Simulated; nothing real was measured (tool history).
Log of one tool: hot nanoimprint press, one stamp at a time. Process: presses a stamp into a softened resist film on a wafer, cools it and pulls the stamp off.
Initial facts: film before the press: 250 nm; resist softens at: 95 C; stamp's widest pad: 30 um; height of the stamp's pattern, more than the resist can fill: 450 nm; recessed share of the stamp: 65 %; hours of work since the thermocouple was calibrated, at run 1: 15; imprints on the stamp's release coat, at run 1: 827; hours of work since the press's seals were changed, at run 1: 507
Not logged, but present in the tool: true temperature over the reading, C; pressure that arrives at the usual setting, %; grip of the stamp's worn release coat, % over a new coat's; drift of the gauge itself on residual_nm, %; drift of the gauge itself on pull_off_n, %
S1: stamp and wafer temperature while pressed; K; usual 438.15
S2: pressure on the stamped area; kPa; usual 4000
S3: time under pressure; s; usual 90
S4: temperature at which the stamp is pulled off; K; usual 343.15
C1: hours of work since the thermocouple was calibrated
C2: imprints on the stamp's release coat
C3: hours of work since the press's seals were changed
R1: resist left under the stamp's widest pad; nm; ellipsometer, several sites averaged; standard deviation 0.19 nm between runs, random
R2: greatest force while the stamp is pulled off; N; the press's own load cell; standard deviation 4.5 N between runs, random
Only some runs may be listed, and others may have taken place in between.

run 1 day=0 | S1=438.15 S2=4000 S3=90 S4=343.15 | C1=15 C2=827 C3=507 | R1=93.6 R2=257
run 2 day=0.7 | S1=436.15 S2=4000 S3=90 S4=343.15 | C1=23 C2=865 C3=515 | R1=101.3 R2=254
run 3 day=1.279 | S1=436.15 S2=4000 S3=90 S4=343.15 | C1=29 C2=896 C3=522 | R1=100.8 R2=252
run 4 day=2.221 | S1=438.15 S2=4000 S3=119 S4=343.15 | C1=40 C2=947 C3=532 | R1=83.5 R2=256
run 5 day=3 | S1=438.15 S2=3710 S3=90 S4=343.15 | C1=49 C2=989 C3=541 | R1=96.7 R2=269
run 6 day=4.071 | S1=438.15 S2=3710 S3=90 S4=343.15 | C1=61 C2=1047 C3=554 | R1=96.7 R2=270
run 7 day=4.842 | S1=443.15 S2=4000 S3=90 S4=343.15 | C1=70 C2=1089 C3=562 | R1=76.8 R2=275
run 8 day=6 | S1=433.15 S2=4000 S3=90 S4=343.15 | C1=83 C2=1151 C3=576 | R1=113.3 R2=279
run 9 day=6.858 | S1=436.15 S2=3130 S3=90 S4=336.15 | C1=93 C2=1198 C3=585 | R1=112.7 R2=320
-- day=7.808 press's hydraulic seals changed and the load cell set to zero
run 10 day=8.504 | S1=438.15 S2=4370 S3=90 S4=343.15 | C1=108 C2=1269 C3=8 | R1=88.3 R2=276
run 11 day=9.633 | S1=438.15 S2=4000 S3=126 S4=331.15 | C1=121 C2=1330 C3=21 | R1=80.1 R2=345
run 12 day=10.958 | S1=446.15 S2=4000 S3=67 S4=343.15 | C1=136 C2=1401 C3=36 | R1=76.2 R2=283
run 13 day=11.55 | S1=446.15 S2=4000 S3=67 S4=343.15 | C1=143 C2=1433 C3=43 | R1=76.1 R2=278
run 14 day=12.142 | S1=446.15 S2=4000 S3=67 S4=333.15 | C1=150 C2=1465 C3=50 | R1=76.2 R2=341

For some of the steps in R1 from one run to the next: how much would appear even if the tool had no hidden state, given the settings, what came in and random variation, and how much remains for the hidden state plus any gauge scatter that the measured result and the result without hidden state don't share?
Run 7 -> 8: S1 443.15 -> 433.15. R1 +36.5 nm: hidden state -0.3, all else +36.8.
Run 9 -> 10: S1 436.15 -> 438.15, S2 3130 -> 4370, S4 336.15 -> 343.15, press's hydraulic seals changed and the load cell set to zero. R1 -24.4 nm: hidden state -0.8, all else -23.6.
